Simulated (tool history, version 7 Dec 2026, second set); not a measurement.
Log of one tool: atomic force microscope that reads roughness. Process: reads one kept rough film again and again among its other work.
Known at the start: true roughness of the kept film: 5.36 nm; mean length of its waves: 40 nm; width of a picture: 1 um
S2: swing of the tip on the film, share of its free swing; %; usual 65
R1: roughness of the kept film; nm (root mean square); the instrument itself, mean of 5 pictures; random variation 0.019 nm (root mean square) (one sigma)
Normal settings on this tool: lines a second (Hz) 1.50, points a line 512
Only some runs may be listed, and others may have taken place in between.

{"run": 1, "day": 0.0, "lines a second (Hz)": 1.5, "S2": 65, "points a line": 512, "R1": 4.033}
{"run": 2, "day": 0.354, "lines a second (Hz)": 1.5, "S2": 65, "points a line": 512, "R1": 3.962}
{"run": 3, "day": 0.646, "lines a second (Hz)": 1.5, "S2": 65, "points a line": 512, "R1": 3.953}
{"run": 4, "day": 1.112, "lines a second (Hz)": 1.5, "S2": 65, "points a line": 512, "R1": 3.87}
{"run": 5, "day": 1.325, "lines a second (Hz)": 1.5, "S2": 65, "points a line": 512, "R1": 3.83}
{"run": 6, "day": 1.6, "lines a second (Hz)": 1.5, "S2": 64, "points a line": 880, "R1": 3.807}
{"day": 1.817, "done": "new tip fitted"}
{"run": 7, "day": 1.9, "lines a second (Hz)": 3.66, "S2": 65, "points a line": 310, "R1": 4.275}
{"run": 8, "day": 2.117, "lines a second (Hz)": 2.51, "S2": 65, "points a line": 470, "R1": 4.422}
{"run": 9, "day": 2.629, "lines a second (Hz)": 0.78, "S2": 65, "points a line": 512, "R1": 4.613}
{"run": 10, "day": 2.871, "lines a second (Hz)": 1.22, "S2": 65, "points a line": 370, "R1": 4.469}

Below are 3 alternative next runs, each starting from the tool's condition after run 10. Predict each:
{"run": "A", "day": 3.317, "lines a second (Hz)": 3.41, "S2": 59, "points a line": 412, "R1": "?"}
{"run": "B", "day": 3.317, "lines a second (Hz)": 1.5, "S2": 82, "points a line": 683, "R1": "?"}
{"run": "C", "day": 3.317, "lines a second (Hz)": 1.5, "S2": 65, "points a line": 619, "R1": "?"}

run=A R1=4.227
run=B R1=4.053
run=C R1=4.335
The same runs, with their run-to-run variation unchanged, on a tool lacking any hidden condition would have given:
run=A R1=4.508
run=B R1=4.322
run=C R1=4.622

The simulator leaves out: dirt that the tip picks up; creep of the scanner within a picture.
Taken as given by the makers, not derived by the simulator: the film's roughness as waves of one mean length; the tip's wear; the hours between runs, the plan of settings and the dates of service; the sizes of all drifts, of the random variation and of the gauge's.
